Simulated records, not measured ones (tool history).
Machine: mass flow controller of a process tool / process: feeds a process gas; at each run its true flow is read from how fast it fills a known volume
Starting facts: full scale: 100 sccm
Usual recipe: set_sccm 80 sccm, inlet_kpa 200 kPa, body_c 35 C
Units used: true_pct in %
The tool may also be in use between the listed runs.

| run | day | set_sccm | inlet_kpa | body_c | true_pct |
|---|---|---|---|---|---|
| 1 | 0.000 | 80 | 200 | 35 | 99.02 |
| 2 | 3.708 | 80 | 200 | 35 | 98.98 |
| 3 | 7.858 | 80 | 200 | 35 | 98.91 |
| 4 | 11.942 | 80 | 200 | 20 | 99.35 |
| 5 | 16.046 | 80 | 200 | 20 | 99.29 |
| 6 | 19.733 | 80 | 200 | 20 | 99.16 |
| 7 | 21.671 | 80 | 200 | 20 | 99.04 |
| 8 | 24.888 | 80 | 200 | 37 | 98.47 |
| 9 | 27.450 | 80 | 200 | 29 | 98.77 |
| 10 | 30.708 | 80 | 200 | 29 | 98.75 |
| 11 | 34.992 | 80 | 200 | 29 | 98.57 |
| 12 | 39.458 | 80 | 200 | 29 | 98.61 |
| 13 | 43.371 | 80 | 200 | 30 | 98.49 |
| 14 | 45.246 | 80 | 200 | 30 | 98.42 |
| 15 | 48.483 | 80 | 244 | 30 | 98.52 |
| 16 | 52.975 | 80 | 244 | 30 | 98.48 |
| 17 | 56.375 | 80 | 244 | 30 | 98.51 |
| 18 | 60.967 | 80 | 200 | 35 | 98.08 |
| 19 | 64.012 | 80 | 200 | 35 | 97.92 |
| 20 | 66.571 | 80 | 200 | 35 | 97.89 |
| 21 | 69.600 | 80 | 200 | 35 | 97.95 |
| 22 | 73.950 | 88 | 200 | 35 | 98.05 |
| 23 | 76.521 | 88 | 200 | 35 | 98.08 |
| 24 | 79.733 | 91 | 156 | 35 | 97.84 |
| 25 | 83.858 | 28 | 144 | 22 | 96.31 |
| 26 | 87.938 | 28 | 144 | 22 | 96.14 |
| 27 | 92.188 | 19 | 200 | 39 | 95.38 |
| 28 | 94.921 | 47 | 196 | 36 | 96.41 |
| 29 | 97.208 | 47 | 196 | 36 | 96.30 |
| 30 | 100.746 | 26 | 176 | 26 | 95.92 |
| 31 | 102.708 | 26 | 176 | 26 | 95.90 |
| 32 | 107.046 | 26 | 181 | 28 | 97.36 |
| 33 | 111.488 | 80 | 239 | 29 | 99.22 |
| 34 | 114.288 | 15 | 178 | 30 | 96.79 |
| 35 | 117.208 | 11 | 147 | 29 | 96.64 |
| 36 | 120.692 | 11 | 147 | 29 | 96.43 |
| 37 | 124.992 | 10 | 150 | 24 | 96.59 |
| 38 | 126.929 | 65 | 150 | 31 | 98.14 |
| 39 | 130.538 | 15 | 177 | 20 | 97.02 |
| 40 | 133.438 | 39 | 238 | 24 | 97.62 |
| 41 | 136.642 | 39 | 238 | 24 | 97.63 |
| 42 | 139.729 | 80 | 147 | 26 | 98.51 |
| 43 | 144.242 | 44 | 191 | 25 | 97.47 |
| 44 | 146.496 | 76 | 146 | 35 | 97.90 |
| 45 | 148.438 | 76 | 146 | 35 | 97.95 |
| 46 | 152.512 | 93 | 175 | 24 | 98.79 |

Taken out of this log: 1 entry between the listed runs. Where each belongs, and how the hidden state differs across it:
Logged between run 31 and run 32: gauge calibrated (day 104.979)
  drift of the gauge itself on true_pct, %: -1.63 -> -0.03
  what was measured, less what the result would be without the hidden state, true_pct: -1.60 -> -0.05 %
